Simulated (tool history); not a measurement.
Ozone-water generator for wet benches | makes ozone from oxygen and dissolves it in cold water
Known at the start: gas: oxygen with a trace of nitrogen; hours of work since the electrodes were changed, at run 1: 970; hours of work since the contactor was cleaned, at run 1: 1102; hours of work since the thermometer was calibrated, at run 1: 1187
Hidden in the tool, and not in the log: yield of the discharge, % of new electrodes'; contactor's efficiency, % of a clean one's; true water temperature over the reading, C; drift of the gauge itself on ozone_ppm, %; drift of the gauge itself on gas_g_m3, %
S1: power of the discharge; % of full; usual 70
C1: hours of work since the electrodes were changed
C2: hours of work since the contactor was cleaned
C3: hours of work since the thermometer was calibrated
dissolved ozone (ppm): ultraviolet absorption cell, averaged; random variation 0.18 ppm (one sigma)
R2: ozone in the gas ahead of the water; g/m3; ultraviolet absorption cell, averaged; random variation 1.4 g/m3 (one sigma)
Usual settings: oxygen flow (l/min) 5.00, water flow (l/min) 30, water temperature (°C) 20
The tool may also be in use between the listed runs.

run 1 day=0.000 | S1=70 oxygen_flow_(l/min)=5.00 water_flow_(l/min)=30 water_temperature_(°C)=20 | C1=970 C2=1102 C3=1187 | dissolved_ozone_(ppm)=24.3 R2=264.6
run 2 day=2.075 | S1=70 oxygen_flow_(l/min)=5.00 water_flow_(l/min)=30 water_temperature_(°C)=20 | C1=1009 C2=1141 C3=1226 | dissolved_ozone_(ppm)=24.5 R2=266.8
run 3 day=5.125 | S1=70 oxygen_flow_(l/min)=2.87 water_flow_(l/min)=30 water_temperature_(°C)=20 | C1=1066 C2=1198 C3=1283 | dissolved_ozone_(ppm)=23.4 R2=377.5
run 4 day=9.571 | S1=70 oxygen_flow_(l/min)=5.00 water_flow_(l/min)=30 water_temperature_(°C)=20 | C1=1149 C2=1281 C3=1366 | dissolved_ozone_(ppm)=24.5 R2=263.1
run 5 day=11.650 | S1=70 oxygen_flow_(l/min)=5.00 water_flow_(l/min)=30 water_temperature_(°C)=20 | C1=1188 C2=1320 C3=1405 | dissolved_ozone_(ppm)=24.5 R2=263.0
run 6 day=14.154 | S1=70 oxygen_flow_(l/min)=5.00 water_flow_(l/min)=30 water_temperature_(°C)=20 | C1=1235 C2=1367 C3=1452 | dissolved_ozone_(ppm)=24.2 R2=264.5
run 7 day=16.350 | S1=70 oxygen_flow_(l/min)=5.00 water_flow_(l/min)=30 water_temperature_(°C)=20 | C1=1276 C2=1408 C3=1493 | dissolved_ozone_(ppm)=24.4 R2=265.2
run 8 day=19.404 | S1=70 oxygen_flow_(l/min)=5.02 water_flow_(l/min)=30 water_temperature_(°C)=20 | C1=1333 C2=1465 C3=1550 | dissolved_ozone_(ppm)=24.4 R2=262.8
run 9 day=23.717 | S1=70 oxygen_flow_(l/min)=5.02 water_flow_(l/min)=30 water_temperature_(°C)=20 | C1=1414 C2=1545 C3=1630 | dissolved_ozone_(ppm)=24.4 R2=262.9
run 10 day=25.742 | S1=70 oxygen_flow_(l/min)=4.15 water_flow_(l/min)=30 water_temperature_(°C)=20 | C1=1452 C2=1583 C3=1668 | dissolved_ozone_(ppm)=24.3 R2=295.4
run 11 day=29.854 | S1=70 oxygen_flow_(l/min)=4.15 water_flow_(l/min)=30 water_temperature_(°C)=20 | C1=1528 C2=1660 C3=1745 | dissolved_ozone_(ppm)=24.2 R2=296.8
-- day=31.900 contactor cleaned
run 12 day=32.071 | S1=70 oxygen_flow_(l/min)=5.00 water_flow_(l/min)=30 water_temperature_(°C)=20 | C1=1567 C2=3 C3=1784 | dissolved_ozone_(ppm)=24.3 R2=263.5
run 13 day=35.733 | S1=70 oxygen_flow_(l/min)=5.00 water_flow_(l/min)=30 water_temperature_(°C)=20 | C1=1635 C2=72 C3=1852 | dissolved_ozone_(ppm)=24.6 R2=263.0
run 14 day=38.208 | S1=70 oxygen_flow_(l/min)=5.00 water_flow_(l/min)=30 water_temperature_(°C)=20 | C1=1682 C2=118 C3=1898 | dissolved_ozone_(ppm)=24.4 R2=261.8
run 15 day=42.833 | S1=70 oxygen_flow_(l/min)=5.00 water_flow_(l/min)=30 water_temperature_(°C)=20 | C1=1768 C2=204 C3=1985 | dissolved_ozone_(ppm)=24.5 R2=263.4
run 16 day=46.571 | S1=70 oxygen_flow_(l/min)=5.00 water_flow_(l/min)=30 water_temperature_(°C)=20 | C1=1838 C2=274 C3=2055 | dissolved_ozone_(ppm)=24.3 R2=262.1
run 17 day=49.267 | S1=70 oxygen_flow_(l/min)=5.00 water_flow_(l/min)=33 water_temperature_(°C)=20 | C1=1888 C2=325 C3=2105 | dissolved_ozone_(ppm)=22.5 R2=263.0
run 18 day=52.592 | S1=70 oxygen_flow_(l/min)=5.00 water_flow_(l/min)=33 water_temperature_(°C)=20 | C1=1951 C2=387 C3=2167 | dissolved_ozone_(ppm)=23.0 R2=264.1
run 19 day=56.712 | S1=74 oxygen_flow_(l/min)=2.83 water_flow_(l/min)=22 water_temperature_(°C)=25 | C1=2028 C2=464 C3=2245 | dissolved_ozone_(ppm)=30.2 R2=399.1
run 20 day=60.258 | S1=49 oxygen_flow_(l/min)=4.74 water_flow_(l/min)=33 water_temperature_(°C)=25 | C1=2094 C2=530 C3=2311 | dissolved_ozone_(ppm)=16.3 R2=206.8
run 21 day=64.462 | S1=49 oxygen_flow_(l/min)=6.58 water_flow_(l/min)=28 water_temperature_(°C)=25 | C1=2173 C2=609 C3=2390 | dissolved_ozone_(ppm)=17.6 R2=165.2
run 22 day=69.071 | S1=49 oxygen_flow_(l/min)=6.58 water_flow_(l/min)=28 water_temperature_(°C)=25 | C1=2259 C2=695 C3=2476 | dissolved_ozone_(ppm)=17.5 R2=166.6
run 23 day=72.188 | S1=83 oxygen_flow_(l/min)=2.63 water_flow_(l/min)=28 water_temperature_(°C)=20 | C1=2317 C2=754 C3=2534 | dissolved_ozone_(ppm)=29.0 R2=459.4
-- day=72.571 water thermometer calibrated
run 24 day=76.446 | S1=50 oxygen_flow_(l/min)=6.71 water_flow_(l/min)=18 water_temperature_(°C)=14 | C1=2396 C2=833 C3=73 | dissolved_ozone_(ppm)=27.7 R2=166.1
run 25 day=80.271 | S1=44 oxygen_flow_(l/min)=5.80 water_flow_(l/min)=27 water_temperature_(°C)=20 | C1=2468 C2=904 C3=144 | dissolved_ozone_(ppm)=18.0 R2=164.2
run 26 day=82.604 | S1=83 oxygen_flow_(l/min)=4.66 water_flow_(l/min)=27 water_temperature_(°C)=20 | C1=2512 C2=948 C3=188 | dissolved_ozone_(ppm)=30.6 R2=317.7
run 27 day=86.525 | S1=63 oxygen_flow_(l/min)=3.63 water_flow_(l/min)=30 water_temperature_(°C)=20 | C1=2585 C2=1021 C3=261 | dissolved_ozone_(ppm)=22.2 R2=300.2
run 28 day=88.862 | S1=70 oxygen_flow_(l/min)=2.87 water_flow_(l/min)=30 water_temperature_(°C)=20 | C1=2629 C2=1065 C3=305 | dissolved_ozone_(ppm)=23.7 R2=377.6
run 29 day=93.646 | S1=70 oxygen_flow_(l/min)=5.00 water_flow_(l/min)=30 water_temperature_(°C)=25 | C1=2718 C2=1155 C3=394 | dissolved_ozone_(ppm)=22.9 R2=264.1
run 30 day=98.392 | S1=70 oxygen_flow_(l/min)=5.00 water_flow_(l/min)=30 water_temperature_(°C)=25 | C1=2807 C2=1243 C3=483 | dissolved_ozone_(ppm)=22.8 R2=264.0
run 31 day=103.138 | S1=64 oxygen_flow_(l/min)=3.16 water_flow_(l/min)=44 water_temperature_(°C)=13 | C1=2896 C2=1332 C3=572 | dissolved_ozone_(ppm)=16.2 R2=329.3
run 32 day=107.917 | S1=64 oxygen_flow_(l/min)=3.16 water_flow_(l/min)=44 water_temperature_(°C)=13 | C1=2985 C2=1421 C3=661 | dissolved_ozone_(ppm)=16.3 R2=328.3

Hidden state at the last listed run before each entry between runs and at the first one after, where it differs:
Between runs 11 and 12: contactor cleaned (day 31.900)
  contactor's efficiency, % of a clean one's: 99.9 -> 100
Between runs 23 and 24: water thermometer calibrated (day 72.571)
  contactor's efficiency, % of a clean one's: 100 -> 99.9
